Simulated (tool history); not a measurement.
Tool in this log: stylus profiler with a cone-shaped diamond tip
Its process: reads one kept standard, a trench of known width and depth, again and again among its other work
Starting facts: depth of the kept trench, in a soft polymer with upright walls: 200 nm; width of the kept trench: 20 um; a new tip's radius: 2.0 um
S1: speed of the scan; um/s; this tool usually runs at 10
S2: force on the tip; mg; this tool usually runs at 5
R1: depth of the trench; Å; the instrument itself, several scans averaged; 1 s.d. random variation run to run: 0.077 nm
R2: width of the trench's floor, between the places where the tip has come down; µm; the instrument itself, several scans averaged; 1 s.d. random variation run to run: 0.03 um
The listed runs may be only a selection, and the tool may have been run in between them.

Run 1, hour 0: usual settings. Result: R1 2054.4 Å, R2 18.14 µm.
Run 2, hour 37.5: usual settings. Result: R1 2053.6 Å, R2 18.18 µm.
At hour 62.7: new tip fitted, height scale calibrated.
Run 3, hour 79.7: usual settings. Result: R1 2054.8 Å, R2 18.23 µm.
Run 4, hour 102: usual settings but S1 4 um/s. Result: R1 2053.8 Å, R2 18.22 µm.
Run 5, hour 152.6: usual settings but S1 4 um/s. Result: R1 2054.1 Å, R2 18.28 µm.
Run 6, hour 199.9: usual settings but S1 4 um/s. Result: R1 2053.6 Å, R2 18.25 µm.
Run 7, hour 235.3: usual settings. Result: R1 2055.8 Å, R2 18.21 µm.
Run 8, hour 263.2: usual settings. Result: R1 2053.1 Å, R2 18.2 µm.
Run 9, hour 285.9: usual settings but S2 1.8 mg. Result: R1 2026.8 Å, R2 18.24 µm.
Run 10, hour 334: usual settings but S2 2.4 mg. Result: R1 2034.6 Å, R2 18.21 µm.
Run 11, hour 372.2: usual settings but S2 5.34 mg. Result: R1 2055.4 Å, R2 18.21 µm.
Run 12, hour 415.1: usual settings but S1 2 um/s. Result: R1 2053 Å, R2 18.27 µm.
Run 13, hour 451.3: usual settings but S1 2 um/s. Result: R1 2053.2 Å, R2 18.29 µm.
Run 14, hour 486.4: usual settings. Result: R1 2054.5 Å, R2 18.2 µm.
Run 15, hour 507.8: usual settings. Result: R1 2053.9 Å, R2 18.24 µm.
Run 16, hour 541.3: usual settings. Result: R1 2054.7 Å, R2 18.21 µm.
Run 17, hour 568.4: usual settings. Result: R1 2053.2 Å, R2 18.24 µm.
Run 18, hour 591.9: usual settings. Result: R1 2053.8 Å, R2 18.23 µm.
Run 19, hour 625.3: usual settings. Result: R1 2053.1 Å, R2 18.19 µm.
Run 20, hour 673: usual settings but S1 17 um/s. Result: R1 2053.2 Å, R2 18.15 µm.
Run 21, hour 710.8: usual settings but S1 4 um/s. Result: R1 2054 Å, R2 18.2 µm.
Run 22, hour 742: usual settings but S1 12 um/s. Result: R1 2053.7 Å, R2 18.23 µm.
Run 23, hour 774.4: usual settings but S1 4 um/s, S2 3.22 mg. Result: R1 2039.1 Å, R2 18.23 µm.
Run 24, hour 816.5: usual settings but S1 22 um/s, S2 3.35 mg. Result: R1 2041.4 Å, R2 18.18 µm.
Run 25, hour 853.8: usual settings but S1 22 um/s, S2 3.35 mg. Result: R1 2042.7 Å, R2 18.22 µm.
Run 26, hour 884.7: usual settings but S1 4 um/s, S2 3.18 mg. Result: R1 2039.5 Å, R2 18.25 µm.
Run 27, hour 925.4: usual settings but S1 4 um/s, S2 3.18 mg. Result: R1 2037.7 Å, R2 18.26 µm.
Run 28, hour 950.8: usual settings but S1 4 um/s, S2 12.32 mg. Result: R1 2098.2 Å, R2 18.17 µm.
At hour 956.9: new tip fitted, height scale calibrated.
Run 29, hour 981.1: usual settings but S1 4 um/s, S2 13.75 mg. Result: R1 2105 Å, R2 18.27 µm.
Run 30, hour 1010.6: usual settings but S1 4 um/s, S2 7.52 mg. Result: R1 2070.2 Å, R2 18.3 µm.
Run 31, hour 1055: usual settings but S1 4 um/s, S2 7.52 mg. Result: R1 2069 Å, R2 18.22 µm.
Run 32, hour 1082.2: usual settings but S1 5 um/s, S2 1.96 mg. Result: R1 2028.4 Å, R2 18.19 µm.

4 ways to go on from here, each from the tool as it stands after run 32. What would each give?
Run A, hour 1118.8: usual settings but S1 18 um/s. Result: R1 ?, R2 ?.
Run B, hour 1118.8: usual settings but S1 14 um/s, S2 1.77 mg. Result: R1 ?, R2 ?.
Run C, hour 1118.8: usual settings but S1 22 um/s, S2 9.33 mg. Result: R1 ?, R2 ?.
Run D, hour 1118.8: usual settings but S1 15 um/s, S2 5.16 mg. Result: R1 ?, R2 ?.

run      R1     R2
  A  2053.7  18.18
  B  2026.5  18.22
  C  2080.9  18.26
  D  2055.4  18.18
With the hidden condition removed and each run's random variation left untouched, the same runs would have given:
run      R1     R2
  A  2053.7  18.19
  B  2026.5  18.22
  C  2080.9  18.27
  D  2055.4  18.19

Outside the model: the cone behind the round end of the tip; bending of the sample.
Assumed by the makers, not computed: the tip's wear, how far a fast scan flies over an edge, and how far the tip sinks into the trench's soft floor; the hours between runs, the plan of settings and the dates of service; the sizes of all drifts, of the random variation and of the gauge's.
